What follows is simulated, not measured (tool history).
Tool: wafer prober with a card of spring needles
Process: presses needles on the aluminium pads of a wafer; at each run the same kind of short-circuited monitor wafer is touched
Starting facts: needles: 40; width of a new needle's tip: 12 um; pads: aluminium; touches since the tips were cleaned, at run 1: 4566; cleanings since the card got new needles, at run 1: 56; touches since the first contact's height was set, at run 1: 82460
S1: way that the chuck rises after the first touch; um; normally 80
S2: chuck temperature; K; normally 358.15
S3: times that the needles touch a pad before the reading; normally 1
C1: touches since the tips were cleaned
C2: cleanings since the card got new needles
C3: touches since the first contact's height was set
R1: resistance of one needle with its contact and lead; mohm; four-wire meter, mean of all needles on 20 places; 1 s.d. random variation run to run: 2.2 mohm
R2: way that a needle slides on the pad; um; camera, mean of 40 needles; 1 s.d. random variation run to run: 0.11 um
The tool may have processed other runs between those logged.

run   hour  S1      S2  S3    C1  C2      C3   R1     R2
  1    0.0  80  358.15   1  4566  56   82460  261  11.91
       1.4  -- tips cleaned on abrasive film
      11.7  -- tips cleaned on abrasive film
  2   19.1  80  358.15   1  3743  58   91980  263  12.07
      22.7  -- tips cleaned on abrasive film
      34.8  -- tips cleaned on abrasive film
  3   40.9  80  358.15   1  3074  60  102825  262  12.02
      45.5  -- tips cleaned on abrasive film
  4   53.0  80  299.15   1  3799  61  108875  247  12.00
      56.1  -- tips cleaned on abrasive film
  5   64.3  80  299.15   1  4103  62  114485  243  11.84
      67.2  -- tips cleaned on abrasive film
      78.9  -- tips cleaned on abrasive film
  6   79.7  80  299.15   1   384  64  122127  231  11.83
      89.2  -- tips cleaned on abrasive film
  7   89.2  80  299.15   1     0  65  126875  222  11.81
     100.1  -- tips cleaned on abrasive film
     111.5  -- tips cleaned on abrasive film
  8  112.4  80  299.15   1   414  67  138412  227  11.79
     123.3  -- tips cleaned on abrasive film
  9  123.8  66  358.15   1   229  68  144094  240   9.68
     134.4  -- tips cleaned on abrasive film
 10  143.4  66  358.15   1  4503  69  153910  265   9.53
     145.0  -- tips cleaned on abrasive film
     145.3  -- height of the first contact set anew
     155.8  -- tips cleaned on abrasive film
 11  162.9  80  358.15   1  3553  71    8774  260  11.49
     167.1  -- tips cleaned on abrasive film
     178.6  -- tips cleaned on abrasive film
     180.4  -- height of the first contact set anew, once more
 12  181.6  80  358.15   1  1359  73     590  251  12.08
     190.3  -- tips cleaned on abrasive film
     200.7  -- tips cleaned on abrasive film
 13  201.9  80  358.15   1   601  75   10704  244  12.10
     211.0  -- tips cleaned on abrasive film
 14  211.3  80  358.15   1   134  76   15382  238  11.96
     222.0  -- tips cleaned on abrasive film
 15  227.2  78  358.15   1  2621  77   23349  254  11.80
     232.7  -- tips cleaned on abrasive film
     243.0  -- tips cleaned on abrasive film
 16  243.2  78  358.15   1   113  79   31281  241  11.95
     254.1  -- tips cleaned on abrasive film
 17  261.9  80  304.15   2  3881  80   40621  239  12.08
     265.6  -- tips cleaned on abrasive film
 18  274.0  80  362.15   2  4255  81   46690  251  12.00

Predict the results of run 19:
     276.9  -- tips cleaned on abrasive film
     287.3  -- tips cleaned on abrasive film
 19  293.7  80  337.15   1  3200  83  56477   ?   ?

R1: 254 mohm
R2: 12.23 um
With the hidden condition absent and the run-to-run variation left alone, this run would have shown R1 235 mohm, R2 12.38 um.
